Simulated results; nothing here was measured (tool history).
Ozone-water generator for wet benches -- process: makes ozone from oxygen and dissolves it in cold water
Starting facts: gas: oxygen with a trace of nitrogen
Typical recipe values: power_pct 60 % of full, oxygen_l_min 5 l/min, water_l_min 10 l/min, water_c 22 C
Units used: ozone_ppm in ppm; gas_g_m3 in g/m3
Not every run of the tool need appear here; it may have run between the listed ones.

{"run": 1, "day": 0.0, "power_pct": 60, "oxygen_l_min": 5, "water_l_min": 10, "water_c": 22, "ozone_ppm": 36.1, "gas_g_m3": 250.4}
{"run": 2, "day": 1.833, "power_pct": 60, "oxygen_l_min": 5, "water_l_min": 10, "water_c": 22, "ozone_ppm": 36, "gas_g_m3": 249.8}
{"run": 3, "day": 3.979, "power_pct": 60, "oxygen_l_min": 5, "water_l_min": 10, "water_c": 22, "ozone_ppm": 35.8, "gas_g_m3": 250.3}
{"run": 4, "day": 6.096, "power_pct": 60, "oxygen_l_min": 5.66, "water_l_min": 10, "water_c": 22, "ozone_ppm": 34.5, "gas_g_m3": 228}
{"run": 5, "day": 9.5, "power_pct": 58, "oxygen_l_min": 5, "water_l_min": 10, "water_c": 22, "ozone_ppm": 35.3, "gas_g_m3": 246.2}
{"run": 6, "day": 12.238, "power_pct": 60, "oxygen_l_min": 5, "water_l_min": 10, "water_c": 21, "ozone_ppm": 36.6, "gas_g_m3": 247.6}
{"run": 7, "day": 15.871, "power_pct": 69, "oxygen_l_min": 5, "water_l_min": 10, "water_c": 22, "ozone_ppm": 39.2, "gas_g_m3": 271.5}
{"run": 8, "day": 18.379, "power_pct": 49, "oxygen_l_min": 5, "water_l_min": 10, "water_c": 22, "ozone_ppm": 31.7, "gas_g_m3": 218.6}
{"run": 9, "day": 21.062, "power_pct": 49, "oxygen_l_min": 5, "water_l_min": 10, "water_c": 22, "ozone_ppm": 31.7, "gas_g_m3": 220.5}
{"run": 10, "day": 22.908, "power_pct": 49, "oxygen_l_min": 5, "water_l_min": 10, "water_c": 22, "ozone_ppm": 32.2, "gas_g_m3": 219.6}
{"run": 11, "day": 26.362, "power_pct": 49, "oxygen_l_min": 5, "water_l_min": 10, "water_c": 22, "ozone_ppm": 32.2, "gas_g_m3": 219.1}
{"run": 12, "day": 29.625, "power_pct": 49, "oxygen_l_min": 5, "water_l_min": 10, "water_c": 22, "ozone_ppm": 31.7, "gas_g_m3": 220.3}
{"run": 13, "day": 33.05, "power_pct": 49, "oxygen_l_min": 5, "water_l_min": 10, "water_c": 22, "ozone_ppm": 31.9, "gas_g_m3": 218.7}
{"run": 14, "day": 34.967, "power_pct": 49, "oxygen_l_min": 5, "water_l_min": 10, "water_c": 16, "ozone_ppm": 35.8, "gas_g_m3": 217.4}
{"run": 15, "day": 37.404, "power_pct": 84, "oxygen_l_min": 5, "water_l_min": 10, "water_c": 16, "ozone_ppm": 49.7, "gas_g_m3": 300.1}
{"run": 16, "day": 40.675, "power_pct": 100, "oxygen_l_min": 5, "water_l_min": 10, "water_c": 16, "ozone_ppm": 54.6, "gas_g_m3": 332.6}
{"run": 17, "day": 42.25, "power_pct": 100, "oxygen_l_min": 5, "water_l_min": 10, "water_c": 16, "ozone_ppm": 54.5, "gas_g_m3": 331.4}
{"run": 18, "day": 44.704, "power_pct": 100, "oxygen_l_min": 3.03, "water_l_min": 10, "water_c": 16, "ozone_ppm": 61.2, "gas_g_m3": 468.5}
{"run": 19, "day": 47.275, "power_pct": 100, "oxygen_l_min": 3.03, "water_l_min": 10, "water_c": 16, "ozone_ppm": 61.5, "gas_g_m3": 465.8}
{"run": 20, "day": 51.083, "power_pct": 100, "oxygen_l_min": 3.03, "water_l_min": 10, "water_c": 16, "ozone_ppm": 61.3, "gas_g_m3": 465.1}
{"run": 21, "day": 53.217, "power_pct": 58, "oxygen_l_min": 3.81, "water_l_min": 7, "water_c": 20, "ozone_ppm": 48.1, "gas_g_m3": 287.4}
{"run": 22, "day": 55.421, "power_pct": 60, "oxygen_l_min": 8, "water_l_min": 13, "water_c": 19, "ozone_ppm": 28.5, "gas_g_m3": 175.7}
{"run": 23, "day": 57.246, "power_pct": 72, "oxygen_l_min": 5, "water_l_min": 10, "water_c": 19, "ozone_ppm": 42.8, "gas_g_m3": 270}
{"run": 24, "day": 60.338, "power_pct": 58, "oxygen_l_min": 2.91, "water_l_min": 10, "water_c": 24, "ozone_ppm": 39.5, "gas_g_m3": 345.7}
{"day": 61.225, "done": "gauge calibrated"}
{"run": 25, "day": 62.217, "power_pct": 58, "oxygen_l_min": 2.91, "water_l_min": 10, "water_c": 24, "ozone_ppm": 39.3, "gas_g_m3": 357.4}
{"run": 26, "day": 64.433, "power_pct": 58, "oxygen_l_min": 4.77, "water_l_min": 10, "water_c": 24, "ozone_ppm": 34.1, "gas_g_m3": 251.2}
{"run": 27, "day": 66.871, "power_pct": 58, "oxygen_l_min": 2.81, "water_l_min": 10, "water_c": 14, "ozone_ppm": 45.7, "gas_g_m3": 364.3}
{"run": 28, "day": 69.388, "power_pct": 60, "oxygen_l_min": 5, "water_l_min": 9, "water_c": 19, "ozone_ppm": 40.4, "gas_g_m3": 250.7}
{"run": 29, "day": 71.625, "power_pct": 60, "oxygen_l_min": 5, "water_l_min": 9, "water_c": 19, "ozone_ppm": 40.4, "gas_g_m3": 248.1}
{"run": 30, "day": 75.246, "power_pct": 60, "oxygen_l_min": 5, "water_l_min": 7, "water_c": 22, "ozone_ppm": 42.1, "gas_g_m3": 248.1}
{"run": 31, "day": 77.854, "power_pct": 60, "oxygen_l_min": 5, "water_l_min": 7, "water_c": 22, "ozone_ppm": 42.2, "gas_g_m3": 246.5}
{"run": 32, "day": 81.029, "power_pct": 60, "oxygen_l_min": 6.26, "water_l_min": 7, "water_c": 23, "ozone_ppm": 37.6, "gas_g_m3": 212.5}

The logged runs with the hidden state left out (each run's random variation unchanged):
The hidden state here: yield of the discharge, % of new electrodes'; contactor's efficiency, % of a clean one's; true water temperature over the reading, C; drift of the gauge itself on ozone_ppm, %; drift of the gauge itself on gas_g_m3, %.
run=1 gas_g_m3=250.5
run=2 gas_g_m3=250.2
run=3 gas_g_m3=250.9
run=4 gas_g_m3=228.8
run=5 gas_g_m3=247.5
run=6 gas_g_m3=249.2
run=7 gas_g_m3=273.7
run=8 gas_g_m3=220.6
run=9 gas_g_m3=222.9
run=10 gas_g_m3=222.2
run=11 gas_g_m3=222
run=12 gas_g_m3=223.6
run=13 gas_g_m3=222.3
run=14 gas_g_m3=221.2
run=15 gas_g_m3=305.9
run=16 gas_g_m3=339.6
run=17 gas_g_m3=338.6
run=18 gas_g_m3=479.3
run=19 gas_g_m3=477.1
run=20 gas_g_m3=477.3
run=21 gas_g_m3=295.1
run=22 gas_g_m3=180.6
run=23 gas_g_m3=277.9
run=24 gas_g_m3=356.3
run=25 gas_g_m3=357.8
run=26 gas_g_m3=251.8
run=27 gas_g_m3=365.5
run=28 gas_g_m3=251.9
run=29 gas_g_m3=249.6
run=30 gas_g_m3=250
run=31 gas_g_m3=248.7
run=32 gas_g_m3=214.7
ozone_ppm without the hidden state stays within 0.1 ppm of what was measured, in all runs.
